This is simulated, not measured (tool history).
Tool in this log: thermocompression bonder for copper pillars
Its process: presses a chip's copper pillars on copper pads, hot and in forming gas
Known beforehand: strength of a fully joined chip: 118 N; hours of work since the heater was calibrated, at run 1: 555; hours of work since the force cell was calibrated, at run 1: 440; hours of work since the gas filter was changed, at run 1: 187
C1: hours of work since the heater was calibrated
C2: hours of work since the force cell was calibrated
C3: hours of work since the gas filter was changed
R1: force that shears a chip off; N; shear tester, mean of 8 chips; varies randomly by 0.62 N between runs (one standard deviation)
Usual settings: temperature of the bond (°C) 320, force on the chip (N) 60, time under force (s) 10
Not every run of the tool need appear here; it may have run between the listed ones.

Run 1, hour 0: usual settings; C1 555; C2 440; C3 187. Result: R1 61.5 N.
Run 2, hour 13: usual settings; C1 563; C2 448; C3 196. Result: R1 61.2 N.
Run 3, hour 22.1: usual settings; C1 569; C2 454; C3 202. Result: R1 61.3 N.
Run 4, hour 35.9: usual settings; C1 578; C2 463; C3 211. Result: R1 61.8 N.
Run 5, hour 47.1: usual settings but temperature of the bond (°C) 339; C1 585; C2 470; C3 218. Result: R1 69.8 N.
Run 6, hour 55.4: usual settings but temperature of the bond (°C) 339; C1 591; C2 476; C3 224. Result: R1 72 N.
Run 7, hour 72.5: usual settings but temperature of the bond (°C) 308; C1 602; C2 487; C3 235. Result: R1 52 N.
At hour 78.7: forming gas filter changed.
Run 8, hour 90.9: usual settings but temperature of the bond (°C) 308; C1 614; C2 499; C3 8. Result: R1 58.6 N.
Run 9, hour 109.2: usual settings but temperature of the bond (°C) 308; C1 626; C2 511; C3 20. Result: R1 58.9 N.
Run 10, hour 120.4: usual settings but temperature of the bond (°C) 308; C1 633; C2 518; C3 27. Result: R1 58.3 N.
Run 11, hour 129.9: usual settings but temperature of the bond (°C) 308; C1 639; C2 524; C3 33. Result: R1 58.2 N.
Run 12, hour 138.3: usual settings but force on the chip (N) 84, time under force (s) 11; C1 645; C2 530; C3 39. Result: R1 79.3 N.

Run 13 comes next. What will it give?
Run 13, hour 145.9: usual settings but temperature of the bond (°C) 300, force on the chip (N) 51, time under force (s) 23; C1 650; C2 535; C3 44. Result: R1 ?.

For run 13 the tool returned R1 63.4 N.
On a tool with no hidden condition, and with the same random variation, this run would have come out at R1 59.8 N.

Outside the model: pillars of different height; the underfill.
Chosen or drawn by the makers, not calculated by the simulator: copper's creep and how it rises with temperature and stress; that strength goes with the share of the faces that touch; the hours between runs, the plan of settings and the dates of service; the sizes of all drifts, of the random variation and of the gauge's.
